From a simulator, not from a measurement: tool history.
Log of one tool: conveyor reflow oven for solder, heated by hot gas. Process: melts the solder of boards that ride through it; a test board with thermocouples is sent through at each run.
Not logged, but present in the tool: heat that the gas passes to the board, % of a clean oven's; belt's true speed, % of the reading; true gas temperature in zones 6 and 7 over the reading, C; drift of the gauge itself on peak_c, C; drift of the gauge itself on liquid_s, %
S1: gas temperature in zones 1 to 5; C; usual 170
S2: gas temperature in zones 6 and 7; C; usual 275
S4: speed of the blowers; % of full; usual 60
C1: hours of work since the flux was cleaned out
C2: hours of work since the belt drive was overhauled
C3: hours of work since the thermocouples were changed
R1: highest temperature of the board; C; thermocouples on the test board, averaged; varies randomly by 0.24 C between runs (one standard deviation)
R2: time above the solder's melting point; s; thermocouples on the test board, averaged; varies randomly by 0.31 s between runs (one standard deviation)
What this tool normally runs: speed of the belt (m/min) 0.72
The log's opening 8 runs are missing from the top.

run 9 hour=59.5 | S1=171 S2=275 speed_of_the_belt_(m/min)=0.72 S4=60 | C1=293 C2=107 C3=480 | R1=252.2 R2=42.1
run 10 hour=64.9 | S1=170 S2=275 speed_of_the_belt_(m/min)=0.696 S4=60 | C1=296 C2=111 C3=483 | R1=253.6 R2=43.9
run 11 hour=74.7 | S1=170 S2=275 speed_of_the_belt_(m/min)=0.696 S4=60 | C1=303 C2=117 C3=490 | R1=253.2 R2=44.1
run 12 hour=82.3 | S1=170 S2=275 speed_of_the_belt_(m/min)=0.598 S4=60 | C1=308 C2=122 C3=495 | R1=259.6 R2=56
-- hour=92.8 flux residue cleaned out of gas plates and filters
run 13 hour=95.7 | S1=170 S2=275 speed_of_the_belt_(m/min)=0.72 S4=60 | C1=2 C2=128 C3=500 | R1=254.6 R2=43.6
run 14 hour=103.9 | S1=170 S2=275 speed_of_the_belt_(m/min)=0.759 S4=60 | C1=7 C2=133 C3=506 | R1=252.6 R2=39.6
run 15 hour=110.2 | S1=170 S2=287 speed_of_the_belt_(m/min)=0.72 S4=60 | C1=11 C2=137 C3=510 | R1=264.7 R2=48.5
run 16 hour=120.9 | S1=170 S2=287 speed_of_the_belt_(m/min)=0.72 S4=60 | C1=18 C2=144 C3=517 | R1=264.9 R2=48.1
run 17 hour=126.5 | S1=163 S2=275 speed_of_the_belt_(m/min)=0.72 S4=61 | C1=22 C2=148 C3=520 | R1=253.2 R2=41
run 18 hour=134 | S1=170 S2=284 speed_of_the_belt_(m/min)=0.72 S4=57 | C1=27 C2=153 C3=525 | R1=261.3 R2=46.2
run 19 hour=144.6 | S1=170 S2=278 speed_of_the_belt_(m/min)=0.72 S4=57 | C1=34 C2=160 C3=532 | R1=256 R2=44.2
run 20 hour=150.1 | S1=170 S2=281 speed_of_the_belt_(m/min)=0.685 S4=69 | C1=38 C2=163 C3=536 | R1=264 R2=50.4
run 21 hour=156 | S1=170 S2=279 speed_of_the_belt_(m/min)=0.653 S4=84 | C1=41 C2=167 C3=540 | R1=266.5 R2=55.4
run 22 hour=162.4 | S1=166 S2=277 speed_of_the_belt_(m/min)=0.782 S4=61 | C1=46 C2=172 C3=544 | R1=251.8 R2=36.8
run 23 hour=172.6 | S1=173 S2=277 speed_of_the_belt_(m/min)=0.839 S4=58 | C1=52 C2=178 C3=551 | R1=249.7 R2=34.3
run 24 hour=178.5 | S1=182 S2=289 speed_of_the_belt_(m/min)=0.72 S4=60 | C1=56 C2=182 C3=555 | R1=268.9 R2=52.6
run 25 hour=185.2 | S1=176 S2=289 speed_of_the_belt_(m/min)=0.841 S4=60 | C1=61 C2=187 C3=559 | R1=260.4 R2=40.2
run 26 hour=191.6 | S1=176 S2=289 speed_of_the_belt_(m/min)=0.841 S4=60 | C1=65 C2=191 C3=563 | R1=260 R2=39.9
run 27 hour=201.4 | S1=166 S2=276 speed_of_the_belt_(m/min)=0.841 S4=60 | C1=71 C2=197 C3=570 | R1=247.2 R2=31.7
run 28 hour=209.4 | S1=155 S2=269 speed_of_the_belt_(m/min)=0.841 S4=60 | C1=77 C2=202 C3=575 | R1=238.7 R2=24.1
run 29 hour=214.9 | S1=155 S2=269 speed_of_the_belt_(m/min)=0.841 S4=60 | C1=80 C2=206 C3=578 | R1=239 R2=24.1
run 30 hour=221.2 | S1=155 S2=269 speed_of_the_belt_(m/min)=0.841 S4=60 | C1=84 C2=210 C3=583 | R1=238.7 R2=24.1
run 31 hour=229.2 | S1=155 S2=286 speed_of_the_belt_(m/min)=0.841 S4=60 | C1=90 C2=215 C3=588 | R1=252.6 R2=32
run 32 hour=239.6 | S1=166 S2=273 speed_of_the_belt_(m/min)=0.786 S4=60 | C1=96 C2=222 C3=595 | R1=248.5 R2=35.2

Each row is a separate what-if for the run after 32, all from the same tool condition, not one after another. Results?
run A hour=249.4 | S1=170 S2=275 speed_of_the_belt_(m/min)=0.657 S4=90 | C1=103 C2=229 C3=601 | R1=? R2=?
run B hour=249.4 | S1=183 S2=283 speed_of_the_belt_(m/min)=0.63 S4=60 | C1=103 C2=229 C3=601 | R1=? R2=?
run C hour=249.4 | S1=180 S2=274 speed_of_the_belt_(m/min)=0.72 S4=68 | C1=103 C2=229 C3=601 | R1=? R2=?

run=A R1=263.6 R2=53.5
run=B R1=268.1 R2=61.2
run=C R1=257.1 R2=48
Without the tool's hidden state the same runs would have given:
run=A R1=263.5 R2=53.1
run=B R1=267.7 R2=60.6
run=C R1=256.9 R2=47.6
